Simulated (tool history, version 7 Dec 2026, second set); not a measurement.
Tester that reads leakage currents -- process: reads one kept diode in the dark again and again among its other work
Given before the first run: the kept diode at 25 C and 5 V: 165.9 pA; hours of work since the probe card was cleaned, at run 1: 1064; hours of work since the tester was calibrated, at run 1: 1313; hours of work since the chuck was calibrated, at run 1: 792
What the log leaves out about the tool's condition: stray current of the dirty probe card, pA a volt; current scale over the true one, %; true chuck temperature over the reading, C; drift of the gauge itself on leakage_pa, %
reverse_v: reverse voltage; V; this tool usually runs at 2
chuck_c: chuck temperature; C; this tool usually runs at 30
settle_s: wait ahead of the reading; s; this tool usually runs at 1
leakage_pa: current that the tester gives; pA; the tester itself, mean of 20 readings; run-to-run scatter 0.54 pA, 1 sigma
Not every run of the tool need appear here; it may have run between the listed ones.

run,hour,reverse_v,chuck_c,settle_s,hours of work since the probe card was cleaned,hours of work since the tester was calibrated,hours of work since the chuck was calibrated,leakage_pa
1,0,2,30,1,1064,1313,792,207.04
2,73.6,2,31,1,1119,1369,848,227.39
3,133.9,2,21,1,1165,1414,894,104.23
4,205.4,2,30,1,1219,1468,948,213.31
# hour 280.8: chuck's temperature calibrated
5,281.4,2,30,1,1275,1524,0,178.24
6,339.3,2,30,1,1319,1568,44,179.53
7,380.2,2,30,8.6,1350,1599,75,180.9
8,451.3,2,30,8.6,1404,1653,129,182.71
9,502.1,2,30,8.6,1442,1692,168,183.29
10,570.6,2,30,8.6,1494,1744,219,185.86
11,616.2,2,30,8.6,1529,1778,254,186.56
12,671.9,2,25,1,1571,1820,296,127.19
13,714.2,2,25,1,1603,1852,328,128.07
14,782.6,2,25,1,1655,1904,380,129.2
15,855.4,2,53,1,1710,1959,435,1020.35
16,909.2,2,30,1,1751,2000,476,195.54
17,953.8,2,30,1,1785,2034,510,195.26
18,1001.4,2,21,1,1821,2070,546,96.9
19,1074.7,2,21,1,1876,2125,601,98.05
20,1136.5,8.31,44,5.51,1923,2172,648,936.8
# hour 1150.1: probe card cleaned and baked
21,1179.6,8.31,36,1.08,22,2203,679,528.14
22,1234.8,2.26,42,1.08,64,2244,720,520.02
23,1300.4,13.59,33,7.23,114,2294,770,507.51
24,1374.5,13.59,33,7.23,170,2350,826,517.08
25,1406.5,9.87,49,1,194,2374,850,1462.08
26,1482.1,2.23,25,0.37,251,2432,908,148.73
27,1550,1.13,55,1.93,303,2483,959,1032.34
# hour 1611.5: chuck's temperature calibrated
28,1616.9,1.18,41,5.52,352,2532,4,345.29
29,1676.4,2.2,56,5.52,397,2577,49,1223.34
30,1736.4,2.2,56,5.52,443,2623,95,1241.71
31,1777.2,2.31,30,1,473,2654,125,195.27
32,1826.6,2.02,32,0.57,511,2691,163,219.6
33,1868,8.26,30,0.95,542,2722,194,310.99
34,1928.1,1.14,30,7.36,588,2768,240,155.7
35,1969.2,1.14,30,7.36,619,2799,271,157.15

Branching from run 35: 4 alternative next runs. What would each branch give?
A,2030.7,2,39,1,665,2846,317,?
B,2030.7,3.01,23,0.55,665,2846,317,?
C,2030.7,1.14,52,7.36,665,2846,317,?
D,2030.7,3.02,20,1,665,2846,317,?

run,leakage_pa
A,380.18
B,128.56
C,776.33
D,99.74
What these runs would have given with no unlogged condition in the tool:
run,leakage_pa
A,355.57
B,119.2
C,729.75
D,92.27

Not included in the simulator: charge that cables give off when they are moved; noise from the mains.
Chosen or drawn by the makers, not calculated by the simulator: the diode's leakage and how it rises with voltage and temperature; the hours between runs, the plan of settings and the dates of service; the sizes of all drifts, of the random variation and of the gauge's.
